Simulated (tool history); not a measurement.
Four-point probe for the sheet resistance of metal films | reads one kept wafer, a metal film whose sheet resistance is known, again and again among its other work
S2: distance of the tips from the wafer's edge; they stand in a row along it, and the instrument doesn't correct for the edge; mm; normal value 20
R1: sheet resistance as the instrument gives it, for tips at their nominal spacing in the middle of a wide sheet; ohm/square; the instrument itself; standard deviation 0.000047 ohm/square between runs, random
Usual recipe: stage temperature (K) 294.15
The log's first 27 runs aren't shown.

Run 28, day 17.108: usual settings but stage temperature (K) 293.15, S2 30 mm. Result: R1 0.235592 ohm/square.
Run 29, day 17.708: usual settings. Result: R1 0.235662 ohm/square.
Run 30, day 18.421: usual settings. Result: R1 0.235717 ohm/square.
Run 31, day 19.146: usual settings. Result: R1 0.235647 ohm/square.
Run 32, day 19.846: usual settings but stage temperature (K) 293.15, S2 56 mm. Result: R1 0.235496 ohm/square.
Run 33, day 20.621: usual settings but stage temperature (K) 291.15, S2 22 mm. Result: R1 0.235473 ohm/square.
Run 34, day 21.083: usual settings but stage temperature (K) 291.15, S2 22 mm. Result: R1 0.235517 ohm/square.
At day 21.171: new probe head fitted.
Run 35, day 21.475: usual settings but stage temperature (K) 299.15, S2 39 mm. Result: R1 0.237399 ohm/square.
Run 36, day 21.842: usual settings but stage temperature (K) 295.15, S2 50 mm. Result: R1 0.237329 ohm/square.
Run 37, day 22.383: usual settings but stage temperature (K) 293.15, S2 5 mm. Result: R1 0.23934 ohm/square.
Run 38, day 22.854: usual settings but stage temperature (K) 293.15, S2 5 mm. Result: R1 0.239357 ohm/square.
Run 39, day 23.658: usual settings but stage temperature (K) 296.15, S2 23 mm. Result: R1 0.237409 ohm/square.
Run 40, day 24.508: usual settings but stage temperature (K) 297.15, S2 16 mm. Result: R1 0.23752 ohm/square.
Run 41, day 25.179: usual settings but stage temperature (K) 297.15, S2 28 mm. Result: R1 0.237467 ohm/square.
Run 42, day 25.975: usual settings but stage temperature (K) 298.15, S2 12 mm. Result: R1 0.237751 ohm/square.
Run 43, day 26.35: usual settings but stage temperature (K) 298.15, S2 12 mm. Result: R1 0.237676 ohm/square.
Run 44, day 27.071: usual settings but stage temperature (K) 295.15, S2 9 mm. Result: R1 0.237855 ohm/square.

Below are 3 alternative next runs, each starting from the tool's condition after run 44. Predict each:
Run A, day 27.842: usual settings but S2 3 mm. Result: R1 ?.
Run B, day 27.842: usual settings but stage temperature (K) 296.15, S2 21 mm. Result: R1 ?.
Run C, day 27.842: usual settings but stage temperature (K) 298.15. Result: R1 ?.

run        R1
  A  0.242754
  B  0.237242
  C  0.237324
Without the tool's unlogged condition, the same runs would have read:
run        R1
  A  0.242553
  B  0.237045
  C  0.237127
